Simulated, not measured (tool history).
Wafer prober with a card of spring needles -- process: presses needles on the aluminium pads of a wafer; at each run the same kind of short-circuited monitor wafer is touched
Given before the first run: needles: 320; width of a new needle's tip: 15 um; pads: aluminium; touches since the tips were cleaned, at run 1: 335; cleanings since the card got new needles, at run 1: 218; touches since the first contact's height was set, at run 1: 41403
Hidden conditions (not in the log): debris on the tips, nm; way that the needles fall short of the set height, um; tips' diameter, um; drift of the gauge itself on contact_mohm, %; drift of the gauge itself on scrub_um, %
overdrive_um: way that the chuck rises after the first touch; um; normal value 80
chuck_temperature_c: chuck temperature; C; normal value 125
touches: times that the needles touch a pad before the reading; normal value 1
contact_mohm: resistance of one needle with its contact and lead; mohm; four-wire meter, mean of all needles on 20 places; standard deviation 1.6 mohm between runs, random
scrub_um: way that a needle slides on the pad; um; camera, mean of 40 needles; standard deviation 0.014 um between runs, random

run     day  overdrive_um  chuck_temperature_c  touches  touches since the tips were cleaned  cleanings since the card got new needles  touches since the first contact's height was set  contact_mohm  scrub_um
  1   0.000            80                  125        1                                  335                                       218                                             41403           163     12.01
      0.642  -- tips cleaned on abrasive film
      1.438  -- tips cleaned on abrasive film
  2   1.992            80                  125        1                                 2696                                       220                                             51072           161     12.04
      2.154  -- tips cleaned on abrasive film
      2.954  -- tips cleaned on abrasive film
      3.754  -- tips cleaned on abrasive film
      4.083  -- height of the first contact set anew
      4.404  -- tips cleaned on abrasive film
      5.204  -- tips cleaned on abrasive film
  3   5.667            80                  125        1                                 2256                                       225                                              7680           159     12.03
      5.988  -- tips cleaned on abrasive film
      6.629  -- tips cleaned on abrasive film
      7.429  -- tips cleaned on abrasive film
  4   7.992            80                  125        1                                 2751                                       228                                             18954           163     12.04
      8.154  -- tips cleaned on abrasive film
      8.954  -- tips cleaned on abrasive film
      9.596  -- tips cleaned on abrasive film
     10.396  -- tips cleaned on abrasive film
     11.033  -- tips cleaned on abrasive film
     11.675  -- tips cleaned on abrasive film
  5  11.958            80                  125        1                                 1393                                       234                                             38171           165     12.03
     12.442  -- tips cleaned on abrasive film
     13.242  -- tips cleaned on abrasive film
     14.038  -- tips cleaned on abrasive film
     14.838  -- tips cleaned on abrasive film
  6  15.342            80                  125        1                                 2465                                       238                                             54583           160     11.99
     15.504  -- tips cleaned on abrasive film
     16.146  -- tips cleaned on abrasive film
     16.633  -- height of the first contact set anew
     16.958  -- tips cleaned on abrasive film
  7  17.267            80                  125        1                                 1502                                       241                                              3052           163     11.98
     17.746  -- tips cleaned on abrasive film
     18.546  -- tips cleaned on abrasive film
     19.346  -- tips cleaned on abrasive film
     19.983  -- tips cleaned on abrasive film
  8  20.592            80                  125        1                                 2951                                       245                                             19176           160     11.99
     20.754  -- tips cleaned on abrasive film
     21.550  -- tips cleaned on abrasive film
     22.350  -- tips cleaned on abrasive film
     22.992  -- tips cleaned on abrasive film
     23.629  -- tips cleaned on abrasive film
  9  23.867            80                  125        1                                 1146                                       250                                             35045           163     11.97
     24.346  -- tips cleaned on abrasive film
     24.988  -- tips cleaned on abrasive film
     25.788  -- tips cleaned on abrasive film
     26.583  -- tips cleaned on abrasive film
 10  26.825            80                  125        1                                 1176                                       254                                             49394           164     11.96
     27.308  -- tips cleaned on abrasive film
     28.108  -- tips cleaned on abrasive film
     28.904  -- tips cleaned on abrasive film
     29.238  -- height of the first contact set anew
     29.558  -- tips cleaned on abrasive film
     30.358  -- tips cleaned on abrasive film
 11  30.696            80                  125        1                                 1656                                       259                                              7080           163     11.95
     31.021  -- tips cleaned on abrasive film
     31.817  -- tips cleaned on abrasive film
     32.617  -- tips cleaned on abrasive film
     33.417  -- tips cleaned on abrasive film
 12  33.633            80                  125        1                                 1059                                       263                                             21316           161     11.93
     34.117  -- tips cleaned on abrasive film
     34.754  -- tips cleaned on abrasive film
     35.554  -- tips cleaned on abrasive film
     36.354  -- tips cleaned on abrasive film
     36.992  -- tips cleaned on abrasive film
 13  37.579            80                  125        1                                 2854                                       268                                             40445           160     11.90
     37.742  -- tips cleaned on abrasive film
     38.542  -- tips cleaned on abrasive film
     39.179  -- tips cleaned on abrasive film
     39.821  -- tips cleaned on abrasive film
     40.321  -- card fitted with new needles
     41.121  -- tips cleaned on abrasive film
 14  41.533            80                  125        1                                 2020                                         1                                              5894           161     11.91
     41.854  -- tips cleaned on abrasive film
     42.496  -- tips cleaned on abrasive film
     43.233  -- tips cleaned on abrasive film
 15  43.233            80                  125        1                                    0                                         4                                             14122           163     11.91
     44.033  -- tips cleaned on abrasive film
     44.675  -- tips cleaned on abrasive film
     45.471  -- tips cleaned on abrasive film
     46.271  -- tips cleaned on abrasive film
 16  46.896            68                   95        1                                 3048                                         8                                             31892           158     10.13
     47.058  -- tips cleaned on abrasive film
     47.700  -- tips cleaned on abrasive film
     48.500  -- tips cleaned on abrasive film
     49.296  -- tips cleaned on abrasive film
     49.938  -- tips cleaned on abrasive film
     50.638  -- tips cleaned on abrasive film
 17  50.638            80                   90        2                                    0                                        14                                             50006           155     11.89
     51.438  -- tips cleaned on abrasive film
     52.233  -- tips cleaned on abrasive film
     52.883  -- height of the first contact set anew
     53.046  -- tips cleaned on abrasive film
     53.725  -- tips cleaned on abrasive film
 18  53.725            92                   29        1                                    0                                        18                                              4061           144     13.65
     54.367  -- tips cleaned on abrasive film
     55.162  -- tips cleaned on abrasive film
 19  55.650            66                  125        2                                 2378                                        20                                             13413           163      9.79
     55.812  -- tips cleaned on abrasive film
     56.454  -- tips cleaned on abrasive film
     57.092  -- tips cleaned on abrasive film
     57.412  -- gauge calibrated
     57.892  -- tips cleaned on abrasive film
 20  58.233            80                   97        2                                 1669                                        24                                             25921           156     12.06
     58.558  -- tips cleaned on abrasive film
     59.354  -- tips cleaned on abrasive film
     60.154  -- tips cleaned on abrasive film
     60.954  -- tips cleaned on abrasive film
     61.754  -- tips cleaned on abrasive film
 21  61.754            80                   97        2                                    8                                        29                                             42977           158     12.02
     62.546  -- tips cleaned on abrasive film
     63.188  -- tips cleaned on abrasive film
     63.983  -- tips cleaned on abrasive film
     64.721  -- tips cleaned on abrasive film
 22  64.721            80                   97        2                                    0                                        33                                             57360           155     12.01
     65.371  -- height of the first contact set anew
     65.533  -- tips cleaned on abrasive film
     66.333  -- tips cleaned on abrasive film
     67.129  -- tips cleaned on abrasive film
     67.771  -- tips cleaned on abrasive film
 23  68.304            85                   79        1                                 2594                                        37                                             14217           153     12.76
     68.467  -- tips cleaned on abrasive film
     69.104  -- tips cleaned on abrasive film
     69.746  -- tips cleaned on abrasive film
     70.546  -- tips cleaned on abrasive film
 24  71.142            61                  125        2                                 2910                                        41                                             27976           164      9.13

Alternative continuations, all from the tool just after run 24; predict every row:
     71.304  -- tips cleaned on abrasive film
     72.104  -- tips cleaned on abrasive film
     72.904  -- tips cleaned on abrasive film
  A  73.392            63                   65        2                                 2376                                        44                                             38877             ?         ?
     71.304  -- tips cleaned on abrasive film
     72.104  -- tips cleaned on abrasive film
     72.904  -- tips cleaned on abrasive film
  B  73.392            88                  125        2                                 2376                                        44                                             38877             ?         ?
     71.304  -- tips cleaned on abrasive film
     72.104  -- tips cleaned on abrasive film
     72.904  -- tips cleaned on abrasive film
  C  73.392            93                  125        2                                 2376                                        44                                             38877             ?         ?
     71.304  -- tips cleaned on abrasive film
     72.104  -- tips cleaned on abrasive film
     72.904  -- tips cleaned on abrasive film
  D  73.392            63                  125        1                                 2376                                        44                                             38877             ?         ?
     71.304  -- tips cleaned on abrasive film
     72.104  -- tips cleaned on abrasive film
     72.904  -- tips cleaned on abrasive film
  E  73.392            95                   37        2                                 2376                                        44                                             38877             ?         ?

run  contact_mohm  scrub_um
  A           154      9.45
  B           160     13.18
  C           163     13.91
  D           167      9.43
  E           144     14.26
Without the tool's hidden state the same runs would have given:
run  contact_mohm  scrub_um
  A           154      9.50
  B           160     13.24
  C           163     13.97
  D           166      9.48
  E           144     14.33
